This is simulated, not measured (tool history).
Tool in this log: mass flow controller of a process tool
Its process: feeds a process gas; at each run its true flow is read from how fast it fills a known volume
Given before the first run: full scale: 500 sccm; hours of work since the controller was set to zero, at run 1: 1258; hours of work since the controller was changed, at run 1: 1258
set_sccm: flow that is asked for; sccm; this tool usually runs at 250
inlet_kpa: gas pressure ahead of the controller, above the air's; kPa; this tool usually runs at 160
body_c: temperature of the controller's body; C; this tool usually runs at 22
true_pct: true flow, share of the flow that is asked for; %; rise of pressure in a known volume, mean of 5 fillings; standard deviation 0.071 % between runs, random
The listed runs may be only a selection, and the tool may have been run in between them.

run,hour,set_sccm,inlet_kpa,body_c,hours of work since the controller was set to zero,hours of work since the controller was changed,true_pct
1,0,250,160,22,1258,1258,99.52
2,50.3,250,160,22,1276,1276,99.48
3,153.2,250,160,22,1311,1311,99.52
4,240.8,250,160,22,1341,1341,99.51
5,336.7,250,160,22,1373,1373,99.44
6,410.5,250,160,22,1398,1398,99.63
7,489.9,250,160,22,1425,1425,99.35
8,582,250,160,22,1457,1457,99.52
9,672.1,250,160,22,1488,1488,99.54
10,745,250,160,22,1512,1512,99.51
11,826.3,250,160,22,1540,1540,99.54
12,889.1,250,160,22,1562,1562,99.49
13,988.1,145,175,27,1595,1595,98.48
14,1082.7,81,175,27,1627,1627,98.36
15,1134.5,250,263,22,1645,1645,98.74
16,1202.4,250,263,22,1668,1668,98.66
17,1248.7,250,263,22,1684,1684,98.7
18,1298,250,176,38,1701,1701,98.16
19,1341.2,263,251,25,1716,1716,98.55
20,1421.6,98,176,21,1743,1743,98.99
21,1474.3,66,179,27,1761,1761,98.16
22,1547.8,250,276,22,1786,1786,98.58
23,1608.9,250,276,22,1807,1807,98.6

4 ways to go on from here, each from the tool as it stands after run 23. What would each give?
A,1673.3,250,153,22,1829,1829,?
B,1673.3,85,224,30,1829,1829,?
C,1673.3,59,249,28,1829,1829,?
D,1673.3,250,276,40,1829,1829,?

run,true_pct
A,99.54
B,97.59
C,97.53
D,97.13
Without the tool's hidden state the same runs would have given:
run,true_pct
A,99.54
B,97.58
C,97.53
D,97.13
